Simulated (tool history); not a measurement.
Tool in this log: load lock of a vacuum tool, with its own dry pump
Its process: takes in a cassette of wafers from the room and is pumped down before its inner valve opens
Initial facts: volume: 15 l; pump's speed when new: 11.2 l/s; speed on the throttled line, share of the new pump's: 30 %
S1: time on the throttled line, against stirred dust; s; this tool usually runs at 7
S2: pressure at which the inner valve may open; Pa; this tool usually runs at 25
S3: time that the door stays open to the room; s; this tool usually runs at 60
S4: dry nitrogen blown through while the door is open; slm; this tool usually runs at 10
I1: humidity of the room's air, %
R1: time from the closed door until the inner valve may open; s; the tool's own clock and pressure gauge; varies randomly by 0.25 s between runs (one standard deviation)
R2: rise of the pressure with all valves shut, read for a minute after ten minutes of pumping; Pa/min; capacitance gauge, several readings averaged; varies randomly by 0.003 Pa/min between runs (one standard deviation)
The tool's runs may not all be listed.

{"run": 1, "hour": 0.0, "S1": 7, "S2": 25, "S3": 60, "S4": 10, "I1": 46.1, "R1": 16.5, "R2": 0.424}
{"run": 2, "hour": 142.2, "S1": 7, "S2": 25, "S3": 60, "S4": 10, "I1": 43.5, "R1": 16.1, "R2": 0.42}
{"run": 3, "hour": 291.1, "S1": 7, "S2": 25, "S3": 60, "S4": 10, "I1": 45.7, "R1": 16, "R2": 0.442}
{"run": 4, "hour": 421.0, "S1": 7, "S2": 25, "S3": 60, "S4": 10, "I1": 43.5, "R1": 16, "R2": 0.461}
{"run": 5, "hour": 597.9, "S1": 7, "S2": 25, "S3": 60, "S4": 10, "I1": 46.4, "R1": 16.2, "R2": 0.469}
{"run": 6, "hour": 677.1, "S1": 7, "S2": 25, "S3": 60, "S4": 10, "I1": 44.7, "R1": 16.3, "R2": 0.471}
{"run": 7, "hour": 846.3, "S1": 7, "S2": 25, "S3": 60, "S4": 10, "I1": 45.1, "R1": 16.1, "R2": 0.473}
{"run": 8, "hour": 1043.6, "S1": 7, "S2": 25, "S3": 127, "S4": 10, "I1": 43.5, "R1": 16.1, "R2": 0.517}
{"run": 9, "hour": 1146.7, "S1": 7, "S2": 30, "S3": 60, "S4": 10, "I1": 41.1, "R1": 16.1, "R2": 0.506}
{"run": 10, "hour": 1252.5, "S1": 7, "S2": 25, "S3": 60, "S4": 10, "I1": 45.5, "R1": 15.8, "R2": 0.507}
{"run": 11, "hour": 1392.0, "S1": 7, "S2": 25, "S3": 52, "S4": 10, "I1": 41.4, "R1": 16.7, "R2": 0.519}
{"run": 12, "hour": 1473.9, "S1": 7, "S2": 25, "S3": 52, "S4": 10, "I1": 47, "R1": 16.3, "R2": 0.542}
{"run": 13, "hour": 1618.2, "S1": 5, "S2": 35, "S3": 30, "S4": 17, "I1": 44.5, "R1": 14.2, "R2": 0.521}
{"run": 14, "hour": 1753.9, "S1": 7, "S2": 25, "S3": 151, "S4": 10, "I1": 46.1, "R1": 16.1, "R2": 0.588}
{"run": 15, "hour": 1927.2, "S1": 5, "S2": 28, "S3": 181, "S4": 6, "I1": 46.8, "R1": 15.1, "R2": 0.616}
{"run": 16, "hour": 2033.5, "S1": 5, "S2": 21, "S3": 181, "S4": 9, "I1": 47.4, "R1": 15.2, "R2": 0.615}
{"run": 17, "hour": 2192.1, "S1": 12, "S2": 37, "S3": 34, "S4": 10, "I1": 45, "R1": 19.2, "R2": 0.573}
{"run": 18, "hour": 2285.5, "S1": 12, "S2": 37, "S3": 34, "S4": 10, "I1": 44.1, "R1": 19.4, "R2": 0.581}
{"run": 19, "hour": 2368.8, "S1": 10, "S2": 24, "S3": 96, "S4": 10, "I1": 43.8, "R1": 18.5, "R2": 0.614}
{"run": 20, "hour": 2561.6, "S1": 10, "S2": 23, "S3": 50, "S4": 10, "I1": 43.6, "R1": 18.8, "R2": 0.611}
{"run": 21, "hour": 2702.9, "S1": 10, "S2": 23, "S3": 50, "S4": 10, "I1": 39.3, "R1": 18.8, "R2": 0.618}
{"run": 22, "hour": 2845.8, "S1": 7, "S2": 25, "S3": 150, "S4": 15, "I1": 45.9, "R1": 16.6, "R2": 0.673}
{"run": 23, "hour": 3038.9, "S1": 7, "S2": 25, "S3": 104, "S4": 10, "I1": 44.3, "R1": 16.2, "R2": 0.659}
{"run": 24, "hour": 3142.0, "S1": 7, "S2": 25, "S3": 104, "S4": 10, "I1": 45.9, "R1": 16.9, "R2": 0.676}

Below, some changes in R1 between adjacent runs. For each, the amount present without the hidden state too (settings, incoming material, random variation) and the amount remaining for the hidden state with gauge scatter not shared by both compared results:
Hidden state present: pump's speed, % of a new pump's; leak at the door's seal, Pa l/s; drift of the gauge itself on ready_s, %; drift of the gauge itself on rise_pa_min, %.
Run 3 -> 4: no setting touched and nothing written in the log between the runs. R1 +0 s: hidden state +0.1, all else -0.1.
Run 4 -> 5: no setting touched and nothing written in the log between the runs. R1 +0.2 s: hidden state -0.1, all else +0.3.
Run 16 -> 17: S1 5 -> 12, S2 21 -> 37, S3 181 -> 34, S4 9 -> 10. R1 +4 s: hidden state -0.1, all else +4.1.
Run 21 -> 22: S1 10 -> 7, S2 23 -> 25, S3 50 -> 150, S4 10 -> 15. R1 -2.2 s: hidden state +0, all else -2.2.
